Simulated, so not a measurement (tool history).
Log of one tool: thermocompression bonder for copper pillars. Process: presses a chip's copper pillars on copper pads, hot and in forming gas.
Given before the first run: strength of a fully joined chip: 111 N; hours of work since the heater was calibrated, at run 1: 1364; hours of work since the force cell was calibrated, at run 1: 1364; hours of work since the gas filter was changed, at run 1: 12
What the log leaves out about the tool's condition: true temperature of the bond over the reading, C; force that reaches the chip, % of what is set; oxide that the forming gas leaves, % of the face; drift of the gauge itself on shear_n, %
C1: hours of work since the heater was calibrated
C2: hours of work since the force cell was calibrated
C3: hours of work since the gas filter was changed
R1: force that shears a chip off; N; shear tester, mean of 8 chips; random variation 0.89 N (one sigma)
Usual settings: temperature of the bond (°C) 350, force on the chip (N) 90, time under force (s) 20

run 1 hour=0.0 | temperature_of_the_bond_(°C)=350 force_on_the_chip_(N)=90 time_under_force_(s)=20 | C1=1364 C2=1364 C3=12 | R1=74.8
run 2 hour=54.9 | temperature_of_the_bond_(°C)=350 force_on_the_chip_(N)=90 time_under_force_(s)=20 | C1=1405 C2=1405 C3=53 | R1=73.0
run 3 hour=115.2 | temperature_of_the_bond_(°C)=373 force_on_the_chip_(N)=90 time_under_force_(s)=20 | C1=1450 C2=1450 C3=98 | R1=83.2
run 4 hour=186.7 | temperature_of_the_bond_(°C)=373 force_on_the_chip_(N)=90 time_under_force_(s)=20 | C1=1503 C2=1503 C3=151 | R1=83.3
run 5 hour=239.4 | temperature_of_the_bond_(°C)=373 force_on_the_chip_(N)=90 time_under_force_(s)=20 | C1=1542 C2=1542 C3=190 | R1=82.9
-- hour=279.3 forming gas filter changed
run 6 hour=322.7 | temperature_of_the_bond_(°C)=373 force_on_the_chip_(N)=90 time_under_force_(s)=20 | C1=1604 C2=1604 C3=32 | R1=83.0
-- hour=376.8 heater calibrated with a thermocouple chip
run 7 hour=388.9 | temperature_of_the_bond_(°C)=338 force_on_the_chip_(N)=111 time_under_force_(s)=20 | C1=9 C2=1652 C3=80 | R1=75.0
-- hour=425.1 force cell calibrated
run 8 hour=433.1 | temperature_of_the_bond_(°C)=352 force_on_the_chip_(N)=99 time_under_force_(s)=34 | C1=41 C2=6 C3=112 | R1=88.6
run 9 hour=488.8 | temperature_of_the_bond_(°C)=354 force_on_the_chip_(N)=123 time_under_force_(s)=42 | C1=82 C2=47 C3=153 | R1=98.5
run 10 hour=535.9 | temperature_of_the_bond_(°C)=367 force_on_the_chip_(N)=68 time_under_force_(s)=20 | C1=117 C2=82 C3=188 | R1=68.7

Forecast each of these 5 alternatives for the next run:
-- hour=579.6 forming gas filter changed
run A hour=579.6 | temperature_of_the_bond_(°C)=350 force_on_the_chip_(N)=90 time_under_force_(s)=17 | C1=149 C2=115 C3=0 | R1=?
-- hour=579.6 forming gas filter changed
run B hour=579.6 | temperature_of_the_bond_(°C)=372 force_on_the_chip_(N)=55 time_under_force_(s)=31 | C1=149 C2=115 C3=0 | R1=?
-- hour=579.6 forming gas filter changed
run C hour=579.6 | temperature_of_the_bond_(°C)=341 force_on_the_chip_(N)=85 time_under_force_(s)=20 | C1=149 C2=115 C3=0 | R1=?
-- hour=579.6 forming gas filter changed
run D hour=579.6 | temperature_of_the_bond_(°C)=327 force_on_the_chip_(N)=84 time_under_force_(s)=15 | C1=149 C2=115 C3=0 | R1=?
-- hour=579.6 forming gas filter changed
run E hour=579.6 | temperature_of_the_bond_(°C)=338 force_on_the_chip_(N)=63 time_under_force_(s)=21 | C1=149 C2=115 C3=0 | R1=?

run=A R1=68.9
run=B R1=71.8
run=C R1=66.4
run=D R1=54.3
run=E R1=54.3
With no hidden state in the tool, these same runs would have given:
run=A R1=68.9
run=B R1=71.8
run=C R1=66.4
run=D R1=54.4
run=E R1=54.4
